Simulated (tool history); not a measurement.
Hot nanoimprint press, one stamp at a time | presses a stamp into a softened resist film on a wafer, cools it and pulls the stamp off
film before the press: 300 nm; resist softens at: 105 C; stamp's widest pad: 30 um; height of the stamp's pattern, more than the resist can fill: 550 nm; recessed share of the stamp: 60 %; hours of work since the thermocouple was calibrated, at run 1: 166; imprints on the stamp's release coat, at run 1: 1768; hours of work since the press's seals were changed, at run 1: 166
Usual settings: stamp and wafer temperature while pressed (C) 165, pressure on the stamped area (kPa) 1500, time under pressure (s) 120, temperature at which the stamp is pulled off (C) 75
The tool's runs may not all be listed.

run   hour  stamp and wafer temperature while pressed (C)  pressure on the stamped area (kPa)  time under pressure (s)  temperature at which the stamp is pulled off (C)  hours of work since the thermocouple was calibrated  imprints on the stamp's release coat  hours of work since the press's seals were changed  resist left under the stamp's widest pad (Å)  greatest force while the stamp is pulled off (N)
  1    0.0                                            165                                1500                      120                                                75                                                  166                                  1768                                                 166                                          1112                                               174
  2   57.2                                            165                                1500                       86                                                75                                                  203                                  1894                                                 203                                          1282                                               173
  3  115.0                                            165                                1500                       86                                                75                                                  241                                  2022                                                 241                                          1300                                               172
  4  154.9                                            165                                2170                      120                                                75                                                  267                                  2110                                                 267                                           969                                               181
  5  209.2                                            165                                1500                      200                                                75                                                  303                                  2230                                                 303                                           938                                               181
     232.9  -- stamp cleaned and given a new release coat
  6  246.8                                            165                                1500                      200                                                74                                                  324                                    31                                                 324                                           936                                               129
  7  280.8                                            156                                1580                      200                                                74                                                  346                                   106                                                 346                                          1739                                               134
  8  333.3                                            156                                1580                      200                                                74                                                  380                                   222                                                 380                                          1756                                               140
     366.9  -- plate thermocouple calibrated
  9  382.0                                            165                                1500                      120                                                60                                                   10                                   323                                                 410                                          1093                                               178
 10  430.9                                            168                                1500                       64                                                67                                                   42                                   431                                                 442                                          1190                                               162
 11  486.1                                            165                                1500                      129                                                66                                                   78                                   553                                                 479                                          1079                                               169
 12  542.6                                            165                                1500                      129                                                66                                                  115                                   677                                                 516                                          1100                                               171

Forecast each of these 5 alternatives for the next run:
  A  612.5                                            166                                1500                      129                                                65                                                  161                                   832                                                 562                                             ?                                                 ?
  B  612.5                                            165                                1500                      126                                                75                                                  161                                   832                                                 562                                             ?                                                 ?
  C  612.5                                            167                                2010                      206                                                66                                                  161                                   832                                                 562                                             ?                                                 ?
  D  612.5                                            165                                1230                      120                                                75                                                  161                                   832                                                 562                                             ?                                                 ?
  E  612.5                                            165                                 970                      120                                                75                                                  161                                   832                                                 562                                             ?                                                 ?

run  resist left under the stamp's widest pad (Å)  greatest force while the stamp is pulled off (N)
  A                                          1040                                               181
  B                                          1105                                               146
  C                                           675                                               179
  D                                          1226                                               146
  E                                          1374                                               141
Without the tool's hidden state the same runs would have given:
run  resist left under the stamp's widest pad (Å)  greatest force while the stamp is pulled off (N)
  A                                           971                                               152
  B                                          1032                                               123
  C                                           623                                               150
  D                                          1151                                               122
  E                                          1297                                               118
